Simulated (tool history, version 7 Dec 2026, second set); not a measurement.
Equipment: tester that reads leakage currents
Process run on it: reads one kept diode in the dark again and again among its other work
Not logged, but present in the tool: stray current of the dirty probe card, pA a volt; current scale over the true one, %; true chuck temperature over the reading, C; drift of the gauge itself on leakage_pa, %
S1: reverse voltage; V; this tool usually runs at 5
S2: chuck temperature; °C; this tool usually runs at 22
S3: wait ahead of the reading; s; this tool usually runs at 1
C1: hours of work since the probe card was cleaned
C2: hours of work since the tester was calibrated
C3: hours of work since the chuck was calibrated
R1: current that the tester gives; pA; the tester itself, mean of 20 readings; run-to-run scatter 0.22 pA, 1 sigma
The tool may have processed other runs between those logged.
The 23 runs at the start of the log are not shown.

| run | hour | S1 | S2 | S3 | C1 | C2 | C3 | R1 |
|---|---|---|---|---|---|---|---|---|
| 24 | 3473.2 | 3.52 | 34 | 1.62 | 2255 | 5101 | 387 | 180.85 |
| 25 | 3666.7 | 3.52 | 23 | 0.83 | 2341 | 5187 | 474 | 67.38 |
| 26 | 3808.3 | 10.22 | 44 | 2.84 | 2404 | 5250 | 537 | 706.49 |
| 27 | 3966.9 | 3.86 | 44 | 2.84 | 2475 | 5321 | 608 | 438.69 |
| 28 | 4105.7 | 3.86 | 44 | 2.84 | 2537 | 5383 | 669 | 440.29 |
| 29 | 4258.2 | 7.43 | 58 | 1 | 2605 | 5451 | 737 | 1828.85 |
| 30 | 4392.2 | 3.02 | 33 | 4.2 | 2665 | 5511 | 797 | 152.77 |
| 31 | 4483 | 5 | 30 | 2.16 | 2705 | 5551 | 838 | 150.23 |
| 32 | 4571.5 | 14.2 | 45 | 2.16 | 2745 | 5591 | 877 | 907.64 |
|  | 4582.6 | tester calibrated |
|  | 4641.3 | probe card cleaned and baked |
| 33 | 4706.6 | 14.2 | 45 | 2.03 | 29 | 54 | 935 | 900.36 |

What if the next run were any one of these 4? Each begins from the tool's condition after run 33:
| A | 4836.6 | 14.2 | 45 | 2.03 | 87 | 112 | 993 | ? |
| B | 4836.6 | 4.61 | 22 | 6 | 87 | 112 | 993 | ? |
| C | 4836.6 | 3.28 | 53 | 0.43 | 87 | 112 | 993 | ? |
| D | 4836.6 | 3.48 | 45 | 0.94 | 87 | 112 | 993 | ? |

| run | R1 |
|---|---|
| A | 905.83 |
| B | 68.76 |
| C | 828.79 |
| D | 455.5 |
Had the tool no hidden state, the same runs would have come out as:
| run | R1 |
|---|---|
| A | 906.16 |
| B | 68.78 |
| C | 829.08 |
| D | 455.66 |
